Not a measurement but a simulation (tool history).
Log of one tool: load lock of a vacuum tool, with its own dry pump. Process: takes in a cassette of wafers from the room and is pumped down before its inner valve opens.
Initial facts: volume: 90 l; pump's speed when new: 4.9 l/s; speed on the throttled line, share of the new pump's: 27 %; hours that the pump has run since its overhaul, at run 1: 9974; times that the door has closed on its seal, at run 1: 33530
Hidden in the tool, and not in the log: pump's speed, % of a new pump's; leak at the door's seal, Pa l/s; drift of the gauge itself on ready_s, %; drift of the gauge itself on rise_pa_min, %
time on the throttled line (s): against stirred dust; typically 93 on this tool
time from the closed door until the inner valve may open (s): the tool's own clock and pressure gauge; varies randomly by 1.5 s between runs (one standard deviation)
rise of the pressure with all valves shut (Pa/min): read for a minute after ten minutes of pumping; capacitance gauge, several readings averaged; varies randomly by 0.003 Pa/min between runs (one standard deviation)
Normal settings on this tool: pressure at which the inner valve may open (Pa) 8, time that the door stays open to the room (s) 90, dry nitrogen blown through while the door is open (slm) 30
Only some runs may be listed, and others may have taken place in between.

run    hour  time on the throttled line (s)  pressure at which the inner valve may open (Pa)  time that the door stays open to the room (s)  dry nitrogen blown through while the door is open (slm)  hours that the pump has run since its overhaul  times that the door has closed on its seal  incoming humidity of the room's air, %  time from the closed door until the inner valve may open (s)  rise of the pressure with all valves shut (Pa/min)
  1     0.0                              93                                                8                                             90                                                       30                                            9974                                       33530                                    45.7                                                         264.0                                               0.251
  2   228.0                              93                                                8                                             90                                                        9                                           10202                                       34507                                    41.0                                                         269.4                                               0.276
  3   560.8                              93                                                8                                             90                                                        9                                           10535                                       35932                                    46.6                                                         267.6                                               0.294
  4   757.5                              93                                               14                                             90                                                       30                                           10731                                       36775                                    46.6                                                         257.3                                               0.279
  5  1024.2                              93                                                8                                             90                                                       30                                           10998                                       37918                                    46.4                                                         265.9                                               0.296
  6  1280.3                              93                                                8                                             90                                                       30                                           11254                                       39014                                    45.9                                                         270.6                                               0.305
  7  1465.0                              93                                                8                                             90                                                       30                                           11439                                       39806                                    47.1                                                         270.6                                               0.307
  8  1697.7                              93                                                8                                             90                                                       30                                           11671                                       40803                                    46.2                                                         270.2                                               0.329
  9  2018.6                              93                                                8                                             90                                                       30                                           11992                                       42177                                    43.6                                                         272.6                                               0.334
 10  2376.2                              93                                               14                                             90                                                       30                                           12350                                       43709                                    47.9                                                         262.4                                               0.363
 11  2618.6                              93                                               14                                             90                                                       30                                           12592                                       44747                                    45.1                                                         262.2                                               0.376
 12  2988.8                              93                                               14                                             90                                                       30                                           12963                                       46333                                    46.0                                                         261.4                                               0.387
 13  3356.1                              93                                               14                                             90                                                       30                                           13330                                       47907                                    46.8                                                         260.6                                               0.413
 14  3692.5                              93                                               14                                             90                                                       12                                           13666                                       49348                                    44.3                                                         263.2                                               0.443
 15  4027.7                              93                                               14                                             90                                                       12                                           14001                                       50784                                    43.7                                                         269.1                                               0.453
 16  4305.1                              93                                               14                                             90                                                       12                                           14279                                       51972                                    44.8                                                         267.1                                               0.482
 17  4582.4                              93                                               14                                             90                                                       12                                           14556                                       53160                                    44.2                                                         268.4                                               0.491
 18  4790.0                              93                                               14                                             90                                                       12                                           14764                                       54049                                    47.1                                                         272.6                                               0.510
 19  4975.1                              93                                                8                                             90                                                       43                                           14949                                       54842                                    47.3                                                         282.1                                               0.490
 20  5294.3                              93                                                8                                             90                                                        5                                           15268                                       56209                                    42.7                                                         285.9                                               0.555
 21  5676.5                              68                                                8                                             90                                                       29                                           15650                                       57846                                    50.0                                                         267.2                                               0.553
 22  5993.8                             104                                               10                                             90                                                       14                                           15968                                       59205                                    47.8                                                         285.8                                               0.573
 23  6264.3                             104                                               10                                             90                                                       14                                           16238                                       60364                                    47.6                                                         285.6                                               0.606
 24  6586.4                              93                                               10                                             90                                                       14                                           16560                                       61744                                    46.3                                                         282.2                                               0.609
 25  6834.4                              90                                                7                                            123                                                        5                                           16808                                       62807                                    42.5                                                         291.8                                               0.649
 26  7028.7                              90                                                7                                            123                                                        5                                           17002                                       63639                                    42.8                                                         292.9                                               0.671
 27  7194.3                              90                                                7                                            123                                                        5                                           17168                                       64348                                    46.5                                                         292.2                                               0.662
 28  7374.7                              60                                                7                                             35                                                       10                                           17348                                       65121                                    41.0                                                         269.5                                               0.635
 29  7544.3                             129                                                7                                             35                                                        4                                           17518                                       65848                                    43.7                                                         321.6                                               0.674
 30  7861.4                             129                                               15                                             35                                                        4                                           17835                                       67206                                    43.9                                                         302.4                                               0.700
 31  8059.7                             129                                               15                                             35                                                        4                                           18033                                       68055                                    44.3                                                         302.1                                               0.705
 32  8373.2                             150                                               14                                             86                                                        6                                           18347                                       69398                                    46.8                                                         316.9                                               0.748
     8514.2  -- door's seal changed, seat wiped
 33  8740.7                             150                                               14                                             86                                                        6                                           18713                                         970                                    48.1                                                         316.1                                               0.051

Forecast run 34:
     8861.7  -- dry pump taken out, an overhauled one fitted
 34  9090.9                              93                                                8                                             28                                                       30                                             229                                        2445                                    44.6                                                             ?                                                   ?

Run 34 came out at time from the closed door until the inner valve may open (s) 244.9, rise of the pressure with all valves shut (Pa/min) 0.015.
Without the tool's hidden state the same run would have given time from the closed door until the inner valve may open (s) 244.5, rise of the pressure with all valves shut (Pa/min) 0.006.
